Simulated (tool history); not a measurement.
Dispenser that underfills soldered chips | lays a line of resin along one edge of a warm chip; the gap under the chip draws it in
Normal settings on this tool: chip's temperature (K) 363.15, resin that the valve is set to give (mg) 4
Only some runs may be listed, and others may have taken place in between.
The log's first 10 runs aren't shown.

| run | hour | chip's temperature (K) | resin that the valve is set to give (mg) | time until the resin shows at the far edge (s) | resin that the valve gave (mg) |
|---|---|---|---|---|---|
| 11 | 39.5 | 358.15 | 4 | 38.8 | 3.66 |
| 12 | 45 | 363.15 | 3.75 | 45.9 | 3.39 |
|  | 47.6 | new syringe of resin |
| 13 | 49.3 | 363.15 | 3.75 | 21.5 | 3.53 |
| 14 | 54.7 | 363.15 | 3.75 | 29.8 | 3.44 |
|  | 57.3 | dispensing valve cleaned and set on the balance |
| 15 | 58.5 | 363.15 | 3.75 | 34 | 3.72 |
| 16 | 61.9 | 375.15 | 4 | 25.8 | 4.01 |
| 17 | 64.3 | 375.15 | 4 | 29.5 | 3.97 |
|  | 65.5 | new syringe of resin |
| 18 | 68.1 | 354.15 | 4.71 | 30.4 | 4.67 |

Run 19 is up next; what results do you expect?
| 19 | 72.1 | 365.15 | 4.65 | ? | ? |

time until the resin shows at the far edge (s): 25.4
resin that the valve gave (mg): 4.62
Were there no unlogged condition in the tool, this run, its random variation unchanged, would have produced time until the resin shows at the far edge (s) 16.9, resin that the valve gave (mg) 4.65.

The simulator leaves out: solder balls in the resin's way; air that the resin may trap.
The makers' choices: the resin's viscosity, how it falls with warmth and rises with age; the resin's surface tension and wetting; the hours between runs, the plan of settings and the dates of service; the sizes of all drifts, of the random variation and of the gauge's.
